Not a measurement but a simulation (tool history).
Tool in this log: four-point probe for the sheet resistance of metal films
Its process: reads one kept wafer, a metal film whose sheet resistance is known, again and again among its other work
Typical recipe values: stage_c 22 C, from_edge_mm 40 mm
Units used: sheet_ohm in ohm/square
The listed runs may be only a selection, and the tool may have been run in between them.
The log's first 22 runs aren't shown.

run 23 day=23.175 | stage_c=22 from_edge_mm=40 | sheet_ohm=0.078716
run 24 day=24.488 | stage_c=34 from_edge_mm=60 | sheet_ohm=0.079124
run 25 day=25.6 | stage_c=34 from_edge_mm=60 | sheet_ohm=0.079149
run 26 day=27.138 | stage_c=21 from_edge_mm=43 | sheet_ohm=0.078647
run 27 day=28.1 | stage_c=23 from_edge_mm=15 | sheet_ohm=0.078832
run 28 day=29.367 | stage_c=18 from_edge_mm=21 | sheet_ohm=0.078585
run 29 day=30.317 | stage_c=22 from_edge_mm=25 | sheet_ohm=0.078712
run 30 day=31.892 | stage_c=32 from_edge_mm=4 | sheet_ohm=0.080164
run 31 day=32.771 | stage_c=32 from_edge_mm=4 | sheet_ohm=0.080161
run 32 day=33.758 | stage_c=26 from_edge_mm=68 | sheet_ohm=0.078877
run 33 day=35.088 | stage_c=20 from_edge_mm=33 | sheet_ohm=0.078687
run 34 day=36.396 | stage_c=20 from_edge_mm=33 | sheet_ohm=0.078677
run 35 day=37.988 | stage_c=30 from_edge_mm=26 | sheet_ohm=0.079056
run 36 day=38.958 | stage_c=30 from_edge_mm=26 | sheet_ohm=0.079037
run 37 day=40.05 | stage_c=30 from_edge_mm=26 | sheet_ohm=0.079077
run 38 day=41.479 | stage_c=22 from_edge_mm=33 | sheet_ohm=0.078776
run 39 day=42.283 | stage_c=22 from_edge_mm=33 | sheet_ohm=0.078767
run 40 day=43.738 | stage_c=20 from_edge_mm=39 | sheet_ohm=0.078683
run 41 day=44.642 | stage_c=22 from_edge_mm=62 | sheet_ohm=0.078742
run 42 day=45.938 | stage_c=34 from_edge_mm=3 | sheet_ohm=0.081064
run 43 day=46.771 | stage_c=20 from_edge_mm=40 | sheet_ohm=0.078669
run 44 day=48.054 | stage_c=33 from_edge_mm=40 | sheet_ohm=0.079214
run 45 day=48.892 | stage_c=22 from_edge_mm=40 | sheet_ohm=0.078797

Predict each of these 3 candidate next runs independently; none follows another, all start after run 45:
run A day=49.858 | stage_c=28 from_edge_mm=4 | sheet_ohm=?
run B day=49.858 | stage_c=20 from_edge_mm=13 | sheet_ohm=?
run C day=49.858 | stage_c=24 from_edge_mm=7 | sheet_ohm=?

run=A sheet_ohm=0.080066
run=B sheet_ohm=0.078778
run=C sheet_ohm=0.079178
Had the tool no hidden state, the same runs would have come out as:
run=A sheet_ohm=0.079445
run=B sheet_ohm=0.078166
run=C sheet_ohm=0.078563
